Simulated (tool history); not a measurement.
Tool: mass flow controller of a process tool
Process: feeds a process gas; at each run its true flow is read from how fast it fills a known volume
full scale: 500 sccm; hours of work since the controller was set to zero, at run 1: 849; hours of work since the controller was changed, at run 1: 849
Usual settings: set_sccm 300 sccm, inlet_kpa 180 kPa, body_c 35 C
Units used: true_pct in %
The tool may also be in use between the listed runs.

run    hour  set_sccm  inlet_kpa  body_c  hours of work since the controller was set to zero  hours of work since the controller was changed  true_pct
  1       0       300        180      35                                                 849                                             849    100.07
  2    53.2       300        180      31                                                 871                                             871     99.77
  3   112.8       300        180      31                                                 895                                             895     99.95
  4     159        64        180      35                                                 914                                             914     99.24
  5   212.2        64        180      35                                                 935                                             935     99.31
  6   287.7       300        180      35                                                 966                                             966    100.34
  7   357.1       300        180      35                                                 994                                             994     100.3
  8   395.7       300        180      35                                                1010                                            1010    100.36
  9   438.4       300        180      35                                                1027                                            1027    100.43
 10   513.6       300        180      35                                                1058                                            1058    100.42
 11   591.9       300        180      28                                                1090                                            1090    100.01
 12   658.4       300        180      25                                                1117                                            1117     99.83
 13   714.9       300        180      35                                                1140                                            1140    100.53
 14   777.7       300        254      35                                                1166                                            1166    100.36
 15   839.3       300        254      35                                                1191                                            1191    100.44
 16   909.5       300        254      35                                                1219                                            1219    100.47
 17   948.1       300        254      35                                                1235                                            1235     100.5
 18   984.5       300        263      35                                                1250                                            1250    100.46
 19  1058.6       300        263      35                                                1280                                            1280     100.5
 20  1116.6       300        180      35                                                1304                                            1304    100.91
 21  1189.6       300        180      35                                                1333                                            1333    100.92
 22    1241       174        180      35                                                1354                                            1354    100.56
 23  1311.6       174        180      35                                                1383                                            1383    100.64
 24  1387.3       300        180      23                                                1414                                            1414    100.13
 25  1428.5       300        189      25                                                1431                                            1431    100.24
 26  1471.2       167        157      30                                                1448                                            1448    100.37
 27    1520       104        184      28                                                1468                                            1468     99.89
 28  1584.7       122        238      23                                                1494                                            1494     99.26
 29  1624.7       122        238      23                                                1511                                            1511      99.3
 30  1696.3       300        180      40                                                1540                                            1540     101.8
 31  1753.5       359        149      32                                                1563                                            1563    101.56
 32  1833.5        76        209      32                                                1596                                            1596    100.26
 33  1870.4       216        201      32                                                1611                                            1611     100.8
       1893  -- gauge calibrated
 34  1948.3       300        276      32                                                1642                                            1642     99.46
 35  2006.5       300        178      36                                                1666                                            1666    100.26
 36  2066.4       132        230      35                                                1690                                            1690     99.31
 37  2142.1       132        230      35                                                1721                                            1721     99.49
 38  2219.8        62        217      23                                                1753                                            1753     98.13
 39  2297.3       138        222      21                                                1785                                            1785     98.42
 40  2350.9       212        180      35                                                1806                                            1806    100.07
 41  2432.6        65        193      31                                                1840                                            1840      99.2
 42  2506.5        65        193      31                                                1870                                            1870     99.31
 43  2577.3        65        193      31                                                1899                                            1899     99.28
 44  2657.3       300        180      23                                                1931                                            1931     99.75
 45    2693       305        262      35                                                1946                                            1946    100.37
 46  2747.3       319        277      35                                                1968                                            1968    100.49

Branching from run 46: 3 alternative next runs. What would each branch give?
  A  2808.2       300        200      35                                                1993                                            1993         ?
  B  2808.2        97        169      35                                                1993                                            1993         ?
  C  2808.2       182        207      37                                                1993                                            1993         ?

run  true_pct
  A    100.71
  B    100.12
  C    100.41
With the hidden condition removed and each run's random variation left untouched, the same runs would have given:
run  true_pct
  A    100.02
  B     99.42
  C     99.72
